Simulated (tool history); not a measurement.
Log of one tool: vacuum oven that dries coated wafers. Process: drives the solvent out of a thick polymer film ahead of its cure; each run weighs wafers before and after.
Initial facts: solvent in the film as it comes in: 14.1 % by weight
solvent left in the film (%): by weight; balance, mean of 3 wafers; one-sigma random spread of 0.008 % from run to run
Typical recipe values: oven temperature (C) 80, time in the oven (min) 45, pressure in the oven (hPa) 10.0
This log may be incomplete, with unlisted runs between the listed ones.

run	day	oven temperature (C)	time in the oven (min)	pressure in the oven (hPa)	solvent left in the film (%)
1	0.000	80	45	10.0	1.554
2	2.983	80	45	10.0	1.558
3	6.004	80	45	10.0	1.545
# day 9.225: oven's thermocouples calibrated
4	9.225	80	45	10.0	1.729
5	12.383	80	24	10.0	3.571
6	13.908	80	49	10.0	1.573
7	15.358	80	45	10.0	1.735
8	18.175	80	45	10.0	1.732
9	19.750	80	45	10.0	1.716
10	22.708	80	45	10.0	1.731
# day 22.933: vacuum gauge cleaned of residue and calibrated
11	24.512	81	45	10.0	1.433
12	27.696	80	40	10.0	1.835
13	29.021	80	32	10.0	2.424
14	30.612	80	45	6.8	1.305
15	32.142	80	45	6.8	1.317
16	34.804	83	45	6.8	0.951
17	37.867	83	45	6.8	0.953
18	39.646	83	45	6.8	0.949
19	41.725	80	45	25.9	2.850
20	43.221	67	45	10.0	4.565
21	45.767	91	45	10.5	0.670
22	48.858	89	36	9.9	0.874
23	51.942	80	33	9.8	2.254
24	54.567	80	33	9.8	2.247
25	56.104	80	33	9.8	2.252
26	58.933	84	77	10.0	0.800
27	60.600	84	77	10.0	0.803
28	62.208	84	77	10.0	0.810
# day 62.742: oven's thermocouples calibrated
29	65.204	84	77	10.0	0.862
30	67.004	80	76	10.0	1.105
31	69.879	80	36	24.0	3.365
32	72.871	80	36	24.0	3.342
33	74.804	75	45	10.0	2.692
34	76.142	74	66	6.6	1.616
35	78.425	68	66	18.7	4.306
# day 80.429: vacuum gauge cleaned of residue and calibrated
36	80.996	71	66	5.2	1.798
37	84.171	79	29	28.8	4.419
38	86.283	79	29	28.8	4.390
39	87.754	79	29	28.8	4.393
40	89.908	81	29	28.8	3.863

The logged runs with the hidden state left out (each run's random variation unchanged):
The tool's hidden condition here consists of: true wafer temperature over the reading, C; true pressure over the reading, kPa; drift of the gauge itself on solvent_pct, %.
run	solvent left in the film (%)
1	1.665
2	1.672
3	1.662
4	1.658
5	3.541
6	1.502
7	1.673
8	1.672
9	1.658
10	1.677
11	1.506
12	1.931
13	2.548
14	1.388
15	1.400
16	1.010
17	1.013
18	1.008
19	2.983
20	4.777
21	0.678
22	0.921
23	2.431
24	2.430
25	2.439
26	0.782
27	0.783
28	0.788
29	0.783
30	1.013
31	3.312
32	3.296
33	2.629
34	1.518
35	4.228
36	1.897
37	4.559
38	4.536
39	4.547
40	4.015
